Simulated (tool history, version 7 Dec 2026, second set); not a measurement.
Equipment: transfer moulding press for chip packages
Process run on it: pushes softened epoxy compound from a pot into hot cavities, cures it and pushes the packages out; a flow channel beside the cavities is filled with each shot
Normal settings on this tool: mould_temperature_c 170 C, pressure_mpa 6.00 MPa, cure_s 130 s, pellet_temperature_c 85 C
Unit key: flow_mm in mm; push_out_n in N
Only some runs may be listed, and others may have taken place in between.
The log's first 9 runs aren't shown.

run	day	mould_temperature_c	pressure_mpa	cure_s	pellet_temperature_c	incoming compound's hours out of the cold store	flow_mm	push_out_n
10	3.946	170	6.00	130	85	20.5	714	414
11	4.496	170	6.00	130	85	36.9	681	396
12	4.758	170	6.00	130	85	41.3	657	396
13	5.046	170	6.00	130	85	13.1	733	403
14	5.496	170	6.00	130	85	31.3	690	423
# day 5.608: cavities cleaned with cleaning compound and waxed
15	5.821	170	6.00	130	85	35.8	680	406
16	6.204	170	6.00	130	85	26.1	700	402
17	6.596	170	6.00	130	85	15.8	721	409
18	7.083	164	6.45	130	85	14.8	773	503
19	7.396	173	4.96	130	85	8.4	667	388
# day 7.896: cavities cleaned with cleaning compound and waxed
20	8.062	170	6.00	132	76	12.3	739	421
21	8.496	170	4.85	132	76	10.5	668	399
22	8.842	172	5.30	130	85	24.3	654	381
23	9.421	170	6.05	116	82	32.0	691	440
24	9.942	169	5.71	142	84	9.2	723	401
# day 10.158: cavities cleaned with cleaning compound and waxed
25	10.567	170	6.00	170	85	10.6	738	380
# day 10.912: plunger's sealing rings changed
26	11.025	168	7.02	130	85	20.2	779	434
27	11.408	176	6.00	148	89	23.3	694	376
28	11.962	168	6.00	130	85	8.4	748	422
# day 12.533: cavities cleaned with cleaning compound and waxed
29	12.538	168	6.00	130	85	44.2	662	405
30	12.867	170	5.42	140	79	41.2	628	386

What if the next run were any one of these 3? Each begins from the tool's condition after run 30:
A	13.254	168	5.42	132	79	43.9	?	?
B	13.254	171	7.12	140	79	34.4	?	?
C	13.254	170	5.08	115	84	10.4	?	?

run	flow_mm	push_out_n
A	630	421
B	735	390
C	684	445
Without the tool's unlogged condition, the same runs would have read:
run	flow_mm	push_out_n
A	630	419
B	735	388
C	684	443
